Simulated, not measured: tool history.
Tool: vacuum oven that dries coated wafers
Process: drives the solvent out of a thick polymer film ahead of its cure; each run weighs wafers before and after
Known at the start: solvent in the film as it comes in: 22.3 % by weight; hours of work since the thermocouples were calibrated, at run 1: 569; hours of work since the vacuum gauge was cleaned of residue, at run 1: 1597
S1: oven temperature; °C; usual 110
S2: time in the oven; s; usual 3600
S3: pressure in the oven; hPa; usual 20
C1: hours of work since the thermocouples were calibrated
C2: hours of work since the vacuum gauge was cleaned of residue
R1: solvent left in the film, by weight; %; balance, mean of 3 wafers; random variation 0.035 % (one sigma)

run,day,S1,S2,S3,C1,C2,R1
1,0,110,3600,20,569,1597,2.25
2,4.142,110,3600,20,617,1646,2.32
3,8.554,110,3600,37,669,1698,3.7
4,11.792,110,4860,37,707,1736,3.28
5,15.925,110,4860,37,756,1784,3.25
6,18.879,110,4860,37,790,1819,3.21
7,22.733,110,3600,20,835,1864,2.3
8,24.688,110,3600,32.9,858,1887,3.43
9,29.358,110,3600,32.9,913,1942,3.37
10,33.917,110,3600,20,967,1995,2.22
11,38.508,110,5700,16.3,1021,2049,1.46
12,40.821,113,5700,16.3,1048,2076,1.28
13,42.738,96,2880,33.3,1070,2099,9.26
14,44.833,96,2700,50.3,1095,2123,11.02
15,48,101,6420,77.6,1132,2160,9.05
16,50.267,101,6420,77.6,1158,2187,9.08
17,53.562,101,6420,77.6,1197,2226,9.18
18,58.067,101,6420,77.6,1250,2278,9.17
19,60.862,105,3240,27.6,1283,2311,4.54

Forecast each of these 5 alternatives for the next run:
A,64.746,96,4980,48.4,1328,2357,?
B,64.746,110,3600,69,1328,2357,?
C,64.746,110,5460,20,1328,2357,?
D,64.746,97,3240,41.3,1328,2357,?
E,64.746,100,3720,39.8,1328,2357,?

run,R1
A,8.48
B,6.2
C,1.83
D,8.97
E,6.9
Without the tool's hidden state the same runs would have given:
run,R1
A,8.47
B,6.19
C,1.81
D,8.97
E,6.89

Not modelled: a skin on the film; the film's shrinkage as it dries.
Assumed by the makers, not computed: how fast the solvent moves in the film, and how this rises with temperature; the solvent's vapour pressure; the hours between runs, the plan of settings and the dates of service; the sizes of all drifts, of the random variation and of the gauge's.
